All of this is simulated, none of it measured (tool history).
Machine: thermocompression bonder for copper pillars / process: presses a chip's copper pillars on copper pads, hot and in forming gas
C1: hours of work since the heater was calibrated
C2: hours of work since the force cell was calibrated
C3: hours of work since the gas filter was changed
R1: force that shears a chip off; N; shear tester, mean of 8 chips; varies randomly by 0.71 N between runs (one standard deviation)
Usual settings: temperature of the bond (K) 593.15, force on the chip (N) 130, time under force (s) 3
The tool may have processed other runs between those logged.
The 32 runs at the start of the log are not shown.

Run 33, hour 619.4: usual settings but temperature of the bond (K) 603.15, force on the chip (N) 176, time under force (s) 6; C1 849; C2 127; C3 43. Result: R1 66.9 N.
Run 34, hour 643.1: usual settings but temperature of the bond (K) 603.15, force on the chip (N) 176, time under force (s) 6; C1 862; C2 140; C3 57. Result: R1 67.5 N.
Run 35, hour 669: usual settings but temperature of the bond (K) 585.15, force on the chip (N) 191, time under force (s) 6; C1 877; C2 155; C3 71. Result: R1 59 N.
Run 36, hour 688.5: usual settings but temperature of the bond (K) 584.15, force on the chip (N) 121, time under force (s) 5; C1 888; C2 166; C3 82. Result: R1 49.1 N.
Run 37, hour 709.9: usual settings but force on the chip (N) 81, time under force (s) 8; C1 900; C2 178; C3 95. Result: R1 48.5 N.
Run 38, hour 735.7: usual settings but temperature of the bond (K) 564.15, force on the chip (N) 81, time under force (s) 8; C1 914; C2 192; C3 109. Result: R1 34.2 N.
Run 39, hour 753.4: usual settings but temperature of the bond (K) 564.15, force on the chip (N) 81, time under force (s) 8; C1 924; C2 202; C3 119. Result: R1 33.2 N.
Run 40, hour 768.2: usual settings but temperature of the bond (K) 601.15, force on the chip (N) 178; C1 933; C2 211; C3 128. Result: R1 53.2 N.

Here are 4 independent what-if runs from the current tool condition. What would each one return?
Run A, hour 785.4: usual settings; C1 942; C2 220; C3 137. Result: R1 ?.
Run B, hour 785.4: usual settings but temperature of the bond (K) 619.15; C1 942; C2 220; C3 137. Result: R1 ?.
Run C, hour 785.4: usual settings but temperature of the bond (K) 616.15, force on the chip (N) 119, time under force (s) 4; C1 942; C2 220; C3 137. Result: R1 ?.
Run D, hour 785.4: usual settings but force on the chip (N) 181; C1 942; C2 220; C3 137. Result: R1 ?.

run    R1
  A  42.7
  B  54.6
  C  55.4
  D  51.2
Had the tool no hidden state, the same runs would have come out as:
run    R1
  A  49.3
  B  61.9
  C  62.9
  D  58.6

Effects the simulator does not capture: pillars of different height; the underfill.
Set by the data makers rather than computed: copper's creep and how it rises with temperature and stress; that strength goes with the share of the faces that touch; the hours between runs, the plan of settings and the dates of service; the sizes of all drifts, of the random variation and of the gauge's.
